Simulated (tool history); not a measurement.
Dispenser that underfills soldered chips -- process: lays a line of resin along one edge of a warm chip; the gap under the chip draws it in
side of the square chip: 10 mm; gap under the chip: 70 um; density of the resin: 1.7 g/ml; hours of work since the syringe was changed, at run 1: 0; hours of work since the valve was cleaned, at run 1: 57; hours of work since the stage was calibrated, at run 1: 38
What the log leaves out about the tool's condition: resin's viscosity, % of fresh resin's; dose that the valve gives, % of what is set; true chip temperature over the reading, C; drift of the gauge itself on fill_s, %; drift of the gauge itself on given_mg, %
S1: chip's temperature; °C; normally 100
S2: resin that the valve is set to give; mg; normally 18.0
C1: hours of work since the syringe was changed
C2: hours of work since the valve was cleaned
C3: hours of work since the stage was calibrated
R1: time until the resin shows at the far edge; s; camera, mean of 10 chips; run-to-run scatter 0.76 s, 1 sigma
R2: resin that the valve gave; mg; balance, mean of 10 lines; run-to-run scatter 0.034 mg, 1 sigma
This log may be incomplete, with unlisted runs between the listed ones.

run   hour   S1    S2  C1  C2   C3     R1     R2
  1    0.0  100  18.0   0  57   38   71.5  17.71
  2    3.7  100  18.0   3  60   41   88.7  17.79
  3    7.2  100  18.0   6  63   44  107.4  17.69
       8.4  -- new syringe of resin
  4   11.1  100  18.0   2  65   46   83.0  17.67
  5   16.3  100  18.0   6  69   50  110.3  17.67
      17.5  -- new syringe of resin
  6   21.9  100  18.0   3  73   55   89.4  17.63
      26.5  -- new syringe of resin
      28.0  -- dispensing valve cleaned and set on the balance
  7   28.1  100  18.0   1   0   58   70.9  17.94
  8   33.6  100  18.0   5   4   63   96.3  17.95
      36.6  -- new syringe of resin
  9   37.8  100  18.0   1   7   66   76.0  17.91
 10   42.6  100  19.3   5  11   69   96.7  19.21
      45.9  -- new syringe of resin
 11   46.2  100  19.3   0  14   72   71.8  19.18
 12   49.8  100  19.3   3  16   75   86.5  19.07
      54.8  -- new syringe of resin
 13   56.0   99  18.0   1  21   79   78.3  17.86
 14   59.1   99  18.0   3  23   82   93.9  17.82
 15   61.6   99  18.0   5  25   84  108.5  17.71
      63.8  -- new syringe of resin
 16   65.4  106  18.0   1  28   86   65.6  17.81
 17   70.7  115  18.0   5  32   90   71.2  17.73
      72.9  -- new syringe of resin
 18   76.8  100  18.0   3  37   95   88.5  17.73
 19   79.3  100  18.0   5  39   97  101.0  17.76
      82.1  -- new syringe of resin
 20   82.7   93  20.5   0  41   99   86.3  20.19
 21   85.3   93  20.5   2  43  101   98.4  20.18
 22   88.9  111  18.1   5  46  104   76.0  17.78
      91.1  -- new syringe of resin
 23   93.4  107  15.9   2  49  107   69.3  15.68
 24   98.8   92  16.3   6  53  111  139.3  15.98
     100.1  -- new syringe of resin
 25  103.6   90  17.0   3  57  115  113.3  16.68
 26  107.1  103  18.4   5  59  118   96.4  18.02
     109.0  -- new syringe of resin
 27  110.7   96  16.4   1  62  120   88.7  16.04
 28  113.2   94  22.4   3  64  122  105.8  21.87
     117.9  -- new syringe of resin
 29  119.1  100  15.6   1  68  126   78.5  15.23
 30  122.0  114  22.6   3  70  129   61.3  22.03
 31  125.3  114  22.6   6  73  131   73.0  21.95
     127.0  -- new syringe of resin
 32  128.4  100  21.6   1  75  133   75.7  21.05
     131.6  -- dispensing valve cleaned and set on the balance
 33  132.1  106  23.0   3   0  135   74.1  22.94
 34  136.4  106  23.0   6   4  139   95.1  22.92
     137.2  -- new syringe of resin
 35  140.5   89  17.1   3   7  142  116.8  17.06

The logged runs with the hidden state left out (each run's random variation unchanged):
run    R1     R2
  1  69.7  17.97
  2  70.4  18.06
  3  69.9  17.97
  4  71.0  17.97
  5  70.5  17.99
  6  69.5  17.97
  7  68.9  17.99
  8  69.1  18.02
  9  70.8  18.00
 10  68.9  19.32
 11  69.9  19.31
 12  68.8  19.22
 13  71.8  18.02
 14  72.5  17.99
 15  72.8  17.90
 16  59.8  18.02
 17  48.4  17.95
 18  70.6  17.99
 19  70.3  18.02
 20  83.1  20.51
 21  82.4  20.51
 22  51.9  18.09
 23  60.2  15.96
 24  89.2  16.29
 25  92.6  17.03
 26  64.9  18.41
 27  78.7  16.40
 28  82.1  22.37
 29  72.5  15.60
 30  48.4  22.57
 31  47.9  22.52
 32  69.2  21.60
 33  58.5  22.94
 34  59.0  22.95
 35  95.5  17.10
